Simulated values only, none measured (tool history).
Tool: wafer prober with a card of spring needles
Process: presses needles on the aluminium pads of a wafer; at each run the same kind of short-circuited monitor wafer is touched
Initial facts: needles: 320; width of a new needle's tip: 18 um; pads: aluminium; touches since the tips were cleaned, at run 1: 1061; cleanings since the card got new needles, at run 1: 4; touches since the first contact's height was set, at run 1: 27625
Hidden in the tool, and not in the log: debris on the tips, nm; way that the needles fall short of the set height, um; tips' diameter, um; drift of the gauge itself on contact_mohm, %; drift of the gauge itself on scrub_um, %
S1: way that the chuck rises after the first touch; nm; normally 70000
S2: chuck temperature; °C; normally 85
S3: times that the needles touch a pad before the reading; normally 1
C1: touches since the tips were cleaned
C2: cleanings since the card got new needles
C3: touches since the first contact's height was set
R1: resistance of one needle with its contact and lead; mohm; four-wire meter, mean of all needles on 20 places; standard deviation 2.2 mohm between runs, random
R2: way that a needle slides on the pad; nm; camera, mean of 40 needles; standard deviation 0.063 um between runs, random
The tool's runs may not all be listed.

Run 1, day 0.000: usual settings; C1 1061; C2 4; C3 27625. Result: R1 243 mohm, R2 13950 nm.
Run 2, day 0.308: usual settings but S2 77 °C; C1 4742; C2 4; C3 31306. Result: R1 245 mohm, R2 13960 nm.
At day 0.383: tips cleaned on abrasive film.
Run 3, day 0.529: usual settings but S1 53000 nm; C1 1735; C2 5; C3 33911. Result: R1 244 mohm, R2 10550 nm.
Run 4, day 0.842: usual settings but S1 53000 nm, S3 3; C1 5474; C2 5; C3 37650. Result: R1 253 mohm, R2 10630 nm.
At day 0.879: tips cleaned on abrasive film.
Run 5, day 1.221: usual settings but S1 53000 nm, S3 3; C1 4101; C2 6; C3 42149. Result: R1 252 mohm, R2 10510 nm.
At day 1.358: tips cleaned on abrasive film.
Run 6, day 1.442: usual settings; C1 1012; C2 7; C3 44764. Result: R1 245 mohm, R2 14110 nm.
Run 7, day 1.679: usual settings; C1 3833; C2 7; C3 47585. Result: R1 248 mohm, R2 14060 nm.
At day 1.825: tips cleaned on abrasive film.
Run 8, day 1.867: usual settings but S2 42 °C; C1 487; C2 8; C3 49795. Result: R1 235 mohm, R2 14010 nm.
Run 9, day 2.079: usual settings but S1 58000 nm; C1 3004; C2 8; C3 52312. Result: R1 250 mohm, R2 11690 nm.
At day 2.300: tips cleaned on abrasive film.
Run 10, day 2.333: usual settings but S1 58000 nm; C1 406; C2 9; C3 55345. Result: R1 248 mohm, R2 11560 nm.
Run 11, day 2.704: usual settings but S1 58000 nm; C1 4847; C2 9; C3 59786. Result: R1 248 mohm, R2 11540 nm.
At day 2.783: tips cleaned on abrasive film.
Run 12, day 2.929: usual settings but S1 65000 nm, S3 2; C1 1719; C2 10; C3 62404. Result: R1 245 mohm, R2 13050 nm.
Run 13, day 3.208: usual settings but S1 52000 nm, S3 2; C1 5081; C2 10; C3 65766. Result: R1 250 mohm, R2 10400 nm.
At day 3.279: tips cleaned on abrasive film.
Run 14, day 3.392: usual settings but S1 63000 nm, S2 68 °C, S3 2; C1 1369; C2 11; C3 67919. Result: R1 242 mohm, R2 12850 nm.
Run 15, day 3.633: usual settings but S1 60000 nm, S2 68 °C; C1 4266; C2 11; C3 70816. Result: R1 248 mohm, R2 12030 nm.
At day 3.758: tips cleaned on abrasive film.
Run 16, day 3.825: usual settings but S1 66000 nm; C1 771; C2 12; C3 73038. Result: R1 248 mohm, R2 13120 nm.
Run 17, day 3.975: usual settings but S2 97 °C; C1 2585; C2 12; C3 74852. Result: R1 251 mohm, R2 14180 nm.
Run 18, day 4.158: usual settings but S2 97 °C; C1 4787; C2 12; C3 77054. Result: R1 249 mohm, R2 14100 nm.
At day 4.246: tips cleaned on abrasive film.
Run 19, day 4.508: usual settings but S2 97 °C; C1 3160; C2 13; C3 81177. Result: R1 243 mohm, R2 14190 nm.
At day 4.712: tips cleaned on abrasive film.
Run 20, day 4.883: usual settings but S1 72000 nm, S2 87 °C; C1 2044; C2 14; C3 85638. Result: R1 243 mohm, R2 14610 nm.
Run 21, day 5.042: usual settings but S1 52000 nm, S2 63 °C; C1 3919; C2 14; C3 87513. Result: R1 245 mohm, R2 10560 nm.

Each row is a separate what-if for the run after 21, all from the same tool condition, not one after another. Results?
At day 5.192: tips cleaned on abrasive film.
Run A, day 5.342: usual settings but S1 52000 nm, S2 78 °C; C1 1797; C2 15; C3 91051. Result: R1 ?, R2 ?.
At day 5.192: tips cleaned on abrasive film.
Run B, day 5.342: usual settings but S1 52000 nm, S2 63 °C, S3 2; C1 1797; C2 15; C3 91051. Result: R1 ?, R2 ?.
At day 5.192: tips cleaned on abrasive film.
Run C, day 5.342: usual settings but S1 56000 nm, S2 63 °C, S3 2; C1 1797; C2 15; C3 91051. Result: R1 ?, R2 ?.

run   R1     R2
  A  250  10530
  B  249  10560
  C  241  11320
Stripped of hidden state, with their random variation kept, the same runs would have yielded:
run   R1     R2
  A  250  10320
  B  249  10350
  C  241  11090
